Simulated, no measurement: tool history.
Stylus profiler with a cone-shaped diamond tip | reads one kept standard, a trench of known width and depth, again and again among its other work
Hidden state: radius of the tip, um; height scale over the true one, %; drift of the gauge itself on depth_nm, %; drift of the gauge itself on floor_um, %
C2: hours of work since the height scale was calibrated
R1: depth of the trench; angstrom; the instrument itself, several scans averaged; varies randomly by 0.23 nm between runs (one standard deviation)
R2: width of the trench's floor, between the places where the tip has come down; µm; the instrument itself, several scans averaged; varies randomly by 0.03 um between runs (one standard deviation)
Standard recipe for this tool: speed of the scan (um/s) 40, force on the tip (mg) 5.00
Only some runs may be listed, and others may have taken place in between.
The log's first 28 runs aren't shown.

{"run": 29, "day": 13.383, "speed of the scan (um/s)": 63, "force on the tip (mg)": 9.16, "scans with this tip": 1836, "C2": 255, "R1": 10400.5, "R2": 25.83}
{"run": 30, "day": 13.833, "speed of the scan (um/s)": 34, "force on the tip (mg)": 5.0, "scans with this tip": 1874, "C2": 260, "R1": 10270.7, "R2": 25.9}
{"run": 31, "day": 14.333, "speed of the scan (um/s)": 34, "force on the tip (mg)": 5.0, "scans with this tip": 1916, "C2": 266, "R1": 10267.7, "R2": 25.83}
{"run": 32, "day": 14.767, "speed of the scan (um/s)": 40, "force on the tip (mg)": 7.1, "scans with this tip": 1952, "C2": 271, "R1": 10343.8, "R2": 25.88}
{"run": 33, "day": 15.362, "speed of the scan (um/s)": 40, "force on the tip (mg)": 7.1, "scans with this tip": 2002, "C2": 278, "R1": 10341.1, "R2": 25.92}
{"run": 34, "day": 15.783, "speed of the scan (um/s)": 40, "force on the tip (mg)": 7.1, "scans with this tip": 2037, "C2": 282, "R1": 10341.4, "R2": 25.9}
{"run": 35, "day": 16.125, "speed of the scan (um/s)": 32, "force on the tip (mg)": 1.82, "scans with this tip": 2066, "C2": 286, "R1": 10138.8, "R2": 25.74}
{"run": 36, "day": 16.6, "speed of the scan (um/s)": 32, "force on the tip (mg)": 1.82, "scans with this tip": 2106, "C2": 292, "R1": 10135.7, "R2": 25.77}
{"run": 37, "day": 16.904, "speed of the scan (um/s)": 11, "force on the tip (mg)": 11.5, "scans with this tip": 2131, "C2": 295, "R1": 10470.7, "R2": 25.99}
{"run": 38, "day": 17.4, "speed of the scan (um/s)": 12, "force on the tip (mg)": 4.69, "scans with this tip": 2173, "C2": 301, "R1": 10256.8, "R2": 25.95}
{"run": 39, "day": 17.908, "speed of the scan (um/s)": 35, "force on the tip (mg)": 2.54, "scans with this tip": 2216, "C2": 307, "R1": 10170.8, "R2": 25.86}
{"run": 40, "day": 18.346, "speed of the scan (um/s)": 24, "force on the tip (mg)": 13.19, "scans with this tip": 2252, "C2": 312, "R1": 10516.2, "R2": 25.99}
{"run": 41, "day": 18.604, "speed of the scan (um/s)": 62, "force on the tip (mg)": 11.21, "scans with this tip": 2274, "C2": 315, "R1": 10465.5, "R2": 25.83}
{"run": 42, "day": 18.917, "speed of the scan (um/s)": 30, "force on the tip (mg)": 2.03, "scans with this tip": 2300, "C2": 319, "R1": 10145.8, "R2": 25.79}
{"run": 43, "day": 19.262, "speed of the scan (um/s)": 30, "force on the tip (mg)": 2.03, "scans with this tip": 2329, "C2": 323, "R1": 10146.3, "R2": 25.87}
{"run": 44, "day": 19.562, "speed of the scan (um/s)": 77, "force on the tip (mg)": 6.55, "scans with this tip": 2354, "C2": 326, "R1": 10322.2, "R2": 25.8}
{"run": 45, "day": 19.988, "speed of the scan (um/s)": 45, "force on the tip (mg)": 3.46, "scans with this tip": 2390, "C2": 331, "R1": 10211.1, "R2": 25.83}
{"run": 46, "day": 20.312, "speed of the scan (um/s)": 45, "force on the tip (mg)": 3.46, "scans with this tip": 2417, "C2": 335, "R1": 10212.8, "R2": 25.81}
{"run": 47, "day": 20.604, "speed of the scan (um/s)": 45, "force on the tip (mg)": 3.46, "scans with this tip": 2442, "C2": 339, "R1": 10214.6, "R2": 25.8}

3 ways to go on from here, each from the tool as it stands after run 47. What would each give?
{"run": "A", "day": 21.212, "speed of the scan (um/s)": 159, "force on the tip (mg)": 3.46, "scans with this tip": 2493, "C2": 346, "R1": "?", "R2": "?"}
{"run": "B", "day": 21.212, "speed of the scan (um/s)": 100, "force on the tip (mg)": 14.36, "scans with this tip": 2493, "C2": 346, "R1": "?", "R2": "?"}
{"run": "C", "day": 21.212, "speed of the scan (um/s)": 40, "force on the tip (mg)": 7.14, "scans with this tip": 2493, "C2": 346, "R1": "?", "R2": "?"}

run=A R1=10211.4 R2=25.32
run=B R1=10546.7 R2=25.79
run=C R1=10340.6 R2=25.89
Had the tool no hidden state, the same runs would have come out as:
run=A R1=10211.3 R2=25.33
run=B R1=10546.7 R2=25.79
run=C R1=10340.5 R2=25.90
